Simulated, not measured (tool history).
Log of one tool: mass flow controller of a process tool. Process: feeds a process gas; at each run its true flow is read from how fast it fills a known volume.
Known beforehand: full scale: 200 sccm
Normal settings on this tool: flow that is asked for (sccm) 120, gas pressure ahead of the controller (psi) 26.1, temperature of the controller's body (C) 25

run,hour,flow that is asked for (sccm),gas pressure ahead of the controller (psi),temperature of the controller's body (C),true flow (%)
1,0.0,120,26.1,25,97.82
2,236.0,120,26.1,27,98.04
3,470.6,120,27.7,25,97.60
4,699.5,120,27.7,25,97.45
5,897.5,120,22.6,25,97.94
6,1040.0,120,22.6,25,97.71
7,1178.5,120,22.6,25,97.80
8,1285.9,120,28.4,25,97.37
9,1522.0,120,28.4,25,97.44
10,1652.2,120,28.4,25,97.35
11,1752.5,120,28.4,25,97.37
12,1912.6,45,28.4,25,97.05
13,2081.7,45,28.4,29,97.62
14,2322.9,45,28.4,29,97.56
15,2455.0,136,26.1,25,97.47
16,2680.0,136,26.1,25,97.33
17,2852.9,107,26.1,25,96.91
18,2985.9,120,26.1,21,96.75
19,3134.0,120,26.1,21,96.66
20,3348.7,120,26.1,21,96.66
21,3506.9,120,26.1,21,96.73
22,3659.4,120,26.1,27,97.20
23,3859.6,120,26.1,27,97.30
24,3978.3,120,26.1,27,97.34
25,4103.6,94,21.0,27,97.34
26,4246.6,42,26.7,30,95.27
27,4407.2,42,26.7,30,95.18
28,4590.8,42,26.7,30,95.30
29,4745.6,24,26.1,25,94.70
30,4908.7,120,25.1,25,95.88
31,5144.3,120,25.1,25,95.77
32,5249.0,120,21.6,25,95.95
33,5355.9,113,21.6,31,96.51
34,5546.2,113,21.6,31,96.57
35,5734.2,122,27.4,32,96.34
36,5919.9,42,31.9,26,97.96
37,6023.2,86,31.9,29,99.01
38,6151.0,120,24.9,39,100.76
39,6345.4,120,24.9,39,100.69
40,6549.6,58,20.6,34,99.45
41,6717.2,58,28.1,34,99.05
42,6945.2,58,28.1,34,99.09
43,7109.4,122,24.1,34,100.14
44,7321.0,196,32.8,25,99.60
45,7466.8,42,26.1,25,98.01
46,7596.0,42,26.1,25,98.04
47,7806.2,23,28.4,31,98.77
48,7927.2,48,39.9,36,98.58

Not shown: 3 entries that the log had between the listed runs. Between which runs, and how does the tool's hidden state differ before and after?
After run 22, before run 23: controller's zero set anew (hour 3669.7)
  flow at rest that the sensor doesn't see, % of full scale: 0.482 -> 0.603; true flow over the shown one, %: -2.75 -> -2.82
  difference, measured minus the result without the unlogged condition, true flow (%): -1.95 -> -1.81
After run 25, before run 26: controller's zero set anew, once more (hour 4158.8)
  flow at rest that the sensor doesn't see, % of full scale: 0.617 -> 0.005; true flow over the shown one, %: -2.9 -> -2.95
  difference, measured minus the result without the unlogged condition, true flow (%): -1.58 -> -2.92
After run 35, before run 36: controller exchanged for a calibrated one (hour 5892.4)
  flow at rest that the sensor doesn't see, % of full scale: 0.092 -> 0.024; true flow over the shown one, %: -3.43 -> 0.3
  difference, measured minus the result without the unlogged condition, true flow (%): -3.28 -> +0.41
